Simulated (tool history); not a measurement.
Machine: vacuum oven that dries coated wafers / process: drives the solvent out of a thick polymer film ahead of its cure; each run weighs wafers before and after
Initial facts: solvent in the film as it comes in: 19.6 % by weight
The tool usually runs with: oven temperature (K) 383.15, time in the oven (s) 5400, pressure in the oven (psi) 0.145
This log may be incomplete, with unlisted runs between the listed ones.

{"run": 1, "hour": 0.0, "oven temperature (K)": 383.15, "time in the oven (s)": 5400, "pressure in the oven (psi)": 0.145, "solvent left in the film (%)": 2.61}
{"run": 2, "hour": 12.5, "oven temperature (K)": 383.15, "time in the oven (s)": 3780, "pressure in the oven (psi)": 0.145, "solvent left in the film (%)": 4.31}
{"run": 3, "hour": 31.9, "oven temperature (K)": 383.15, "time in the oven (s)": 5400, "pressure in the oven (psi)": 0.145, "solvent left in the film (%)": 2.54}
{"run": 4, "hour": 47.4, "oven temperature (K)": 383.15, "time in the oven (s)": 5400, "pressure in the oven (psi)": 0.22, "solvent left in the film (%)": 2.81}
{"run": 5, "hour": 60.7, "oven temperature (K)": 382.15, "time in the oven (s)": 5400, "pressure in the oven (psi)": 0.145, "solvent left in the film (%)": 2.87}
{"run": 6, "hour": 77.1, "oven temperature (K)": 383.15, "time in the oven (s)": 5400, "pressure in the oven (psi)": 0.357, "solvent left in the film (%)": 3.23}
{"run": 7, "hour": 93.5, "oven temperature (K)": 383.15, "time in the oven (s)": 3420, "pressure in the oven (psi)": 0.145, "solvent left in the film (%)": 4.92}
{"run": 8, "hour": 111.9, "oven temperature (K)": 383.15, "time in the oven (s)": 5400, "pressure in the oven (psi)": 0.145, "solvent left in the film (%)": 2.58}
{"run": 9, "hour": 129.8, "oven temperature (K)": 383.15, "time in the oven (s)": 5400, "pressure in the oven (psi)": 0.145, "solvent left in the film (%)": 2.6}
{"run": 10, "hour": 149.1, "oven temperature (K)": 393.15, "time in the oven (s)": 5400, "pressure in the oven (psi)": 0.145, "solvent left in the film (%)": 0.82}
{"run": 11, "hour": 168.2, "oven temperature (K)": 383.15, "time in the oven (s)": 5400, "pressure in the oven (psi)": 0.145, "solvent left in the film (%)": 2.55}
{"run": 12, "hour": 179.3, "oven temperature (K)": 383.15, "time in the oven (s)": 5400, "pressure in the oven (psi)": 0.145, "solvent left in the film (%)": 2.61}
{"hour": 182.3, "done": "oven's thermocouples calibrated"}
{"run": 13, "hour": 196.5, "oven temperature (K)": 379.15, "time in the oven (s)": 5400, "pressure in the oven (psi)": 0.421, "solvent left in the film (%)": 4.64}
{"run": 14, "hour": 209.0, "oven temperature (K)": 385.15, "time in the oven (s)": 8100, "pressure in the oven (psi)": 0.107, "solvent left in the film (%)": 0.94}
{"run": 15, "hour": 226.1, "oven temperature (K)": 371.15, "time in the oven (s)": 4620, "pressure in the oven (psi)": 0.145, "solvent left in the film (%)": 7.47}
{"run": 16, "hour": 244.2, "oven temperature (K)": 391.15, "time in the oven (s)": 3120, "pressure in the oven (psi)": 0.178, "solvent left in the film (%)": 3.18}
{"run": 17, "hour": 252.0, "oven temperature (K)": 373.15, "time in the oven (s)": 6420, "pressure in the oven (psi)": 0.083, "solvent left in the film (%)": 4.84}
{"run": 18, "hour": 261.2, "oven temperature (K)": 383.15, "time in the oven (s)": 4560, "pressure in the oven (psi)": 0.348, "solvent left in the film (%)": 4.1}
{"hour": 267.8, "done": "oven's thermocouples calibrated, once more"}
{"run": 19, "hour": 276.2, "oven temperature (K)": 383.15, "time in the oven (s)": 4560, "pressure in the oven (psi)": 0.31, "solvent left in the film (%)": 3.7}
{"run": 20, "hour": 288.2, "oven temperature (K)": 369.15, "time in the oven (s)": 4620, "pressure in the oven (psi)": 0.131, "solvent left in the film (%)": 8}
{"run": 21, "hour": 297.3, "oven temperature (K)": 369.15, "time in the oven (s)": 4620, "pressure in the oven (psi)": 0.131, "solvent left in the film (%)": 8.02}
{"run": 22, "hour": 316.5, "oven temperature (K)": 389.15, "time in the oven (s)": 2940, "pressure in the oven (psi)": 0.145, "solvent left in the film (%)": 3.75}
{"run": 23, "hour": 330.1, "oven temperature (K)": 389.15, "time in the oven (s)": 2940, "pressure in the oven (psi)": 0.145, "solvent left in the film (%)": 3.78}
{"run": 24, "hour": 346.7, "oven temperature (K)": 389.15, "time in the oven (s)": 2940, "pressure in the oven (psi)": 0.145, "solvent left in the film (%)": 3.75}

5 ways to go on from here, each from the tool as it stands after run 24. What would each give?
{"run": "A", "hour": 357.7, "oven temperature (K)": 379.15, "time in the oven (s)": 9360, "pressure in the oven (psi)": 0.535, "solvent left in the film (%)": "?"}
{"run": "B", "hour": 357.7, "oven temperature (K)": 396.15, "time in the oven (s)": 6360, "pressure in the oven (psi)": 0.577, "solvent left in the film (%)": "?"}
{"run": "C", "hour": 357.7, "oven temperature (K)": 398.15, "time in the oven (s)": 9060, "pressure in the oven (psi)": 0.096, "solvent left in the film (%)": "?"}
{"run": "D", "hour": 357.7, "oven temperature (K)": 398.15, "time in the oven (s)": 8760, "pressure in the oven (psi)": 0.148, "solvent left in the film (%)": "?"}
{"run": "E", "hour": 357.7, "oven temperature (K)": 383.15, "time in the oven (s)": 8580, "pressure in the oven (psi)": 0.145, "solvent left in the film (%)": "?"}

run=A solvent_left_in_the_film_(%)=2.76
run=B solvent_left_in_the_film_(%)=1.25
run=C solvent_left_in_the_film_(%)=0.17
run=D solvent_left_in_the_film_(%)=0.26
run=E solvent_left_in_the_film_(%)=1.06
With the hidden condition removed and each run's random variation left untouched, the same runs would have given:
run=A solvent_left_in_the_film_(%)=2.69
run=B solvent_left_in_the_film_(%)=1.21
run=C solvent_left_in_the_film_(%)=0.14
run=D solvent_left_in_the_film_(%)=0.24
run=E solvent_left_in_the_film_(%)=1.01

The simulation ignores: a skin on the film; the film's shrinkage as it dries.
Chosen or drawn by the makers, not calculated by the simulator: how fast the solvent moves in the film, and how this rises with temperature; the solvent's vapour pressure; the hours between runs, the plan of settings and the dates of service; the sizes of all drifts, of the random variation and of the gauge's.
